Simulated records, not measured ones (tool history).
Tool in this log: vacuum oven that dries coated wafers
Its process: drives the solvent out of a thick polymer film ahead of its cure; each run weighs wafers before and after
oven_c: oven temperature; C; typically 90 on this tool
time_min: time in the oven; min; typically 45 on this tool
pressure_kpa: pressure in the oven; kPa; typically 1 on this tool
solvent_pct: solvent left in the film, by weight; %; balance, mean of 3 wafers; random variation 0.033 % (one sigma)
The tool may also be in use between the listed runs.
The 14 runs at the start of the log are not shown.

run   hour  oven_c  time_min  pressure_kpa  solvent_pct
 15  202.6      90        45           2.5         5.29
 16    216      90        45          0.65         3.89
 17  232.1      90        45          0.65         3.85
 18  248.8      90        45          0.65         3.87
 19  258.8      90        45          0.65         3.89
 20  272.9      90        45          0.65         3.86
 21  285.2      90        22             1         7.84
 22  307.2      90        22             1         7.78
 23  318.9     101        45             1         1.73

Expected results for the next run?
 24  342.1      97        38             1            ?

Logged for run 24: solvent_pct 3.04 %.
If the tool had no hidden condition, the same run with the same run-to-run variation would have returned solvent_pct 3.02 %.

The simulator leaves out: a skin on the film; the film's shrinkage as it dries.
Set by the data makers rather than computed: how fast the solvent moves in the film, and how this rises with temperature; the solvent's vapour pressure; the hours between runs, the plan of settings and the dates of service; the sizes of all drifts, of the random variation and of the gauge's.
